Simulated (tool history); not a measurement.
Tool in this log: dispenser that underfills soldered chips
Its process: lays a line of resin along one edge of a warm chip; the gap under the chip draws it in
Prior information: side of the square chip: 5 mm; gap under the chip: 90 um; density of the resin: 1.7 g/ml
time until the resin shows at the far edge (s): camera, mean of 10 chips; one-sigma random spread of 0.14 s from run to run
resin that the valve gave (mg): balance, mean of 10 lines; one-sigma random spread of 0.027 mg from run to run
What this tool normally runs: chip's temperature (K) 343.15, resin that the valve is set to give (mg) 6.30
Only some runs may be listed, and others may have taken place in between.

run	hour	chip's temperature (K)	resin that the valve is set to give (mg)	time until the resin shows at the far edge (s)	resin that the valve gave (mg)
1	0.0	343.15	6.30	4.4	6.12
2	9.5	343.15	6.30	5.8	6.10
# hour 17.3: new syringe of resin
3	17.3	332.15	6.30	7.7	6.10
4	24.5	332.15	7.01	9.2	6.75
5	30.8	332.15	7.01	11.0	6.69
# hour 34.9: new syringe of resin
6	41.1	332.15	7.01	9.2	6.67
7	50.9	332.15	7.01	12.0	6.66
# hour 52.8: new syringe of resin
8	61.0	332.15	7.01	9.4	6.57
9	66.4	343.15	6.91	6.5	6.48
# hour 70.7: new syringe of resin
10	71.9	343.15	6.91	4.7	6.44
11	76.4	345.15	6.32	4.9	5.89
12	86.2	345.15	5.76	6.6	5.28
# hour 88.5: new syringe of resin
13	91.7	345.15	5.76	4.3	5.32
14	100.1	349.15	6.01	4.6	5.54
# hour 106.8: new syringe of resin
15	107.8	349.15	6.01	3.5	5.51
16	112.0	343.15	5.77	5.2	5.28
17	117.2	333.15	7.89	9.9	7.15

Difference, measured minus no-hidden-state, one row per run. Run-to-run variation is common to both terms; the gauge's own scatter need not be:
What the log doesn't record here: resin's viscosity, % of fresh resin's; dose that the valve gives, % of what is set; true chip temperature over the reading, C; drift of the gauge itself on fill_s, %; drift of the gauge itself on given_mg, %.
run	time until the resin shows at the far edge (s)	resin that the valve gave (mg)
1	+0.0	-0.17
2	+1.4	-0.20
3	-0.1	-0.23
4	+1.6	-0.28
5	+3.5	-0.30
6	+1.5	-0.34
7	+4.5	-0.38
8	+1.9	-0.41
9	+2.0	-0.43
10	+0.2	-0.46
11	+0.8	-0.43
12	+2.3	-0.42
13	+0.4	-0.44
14	+1.4	-0.49
15	+0.2	-0.51
16	+0.8	-0.50
17	+2.6	-0.70
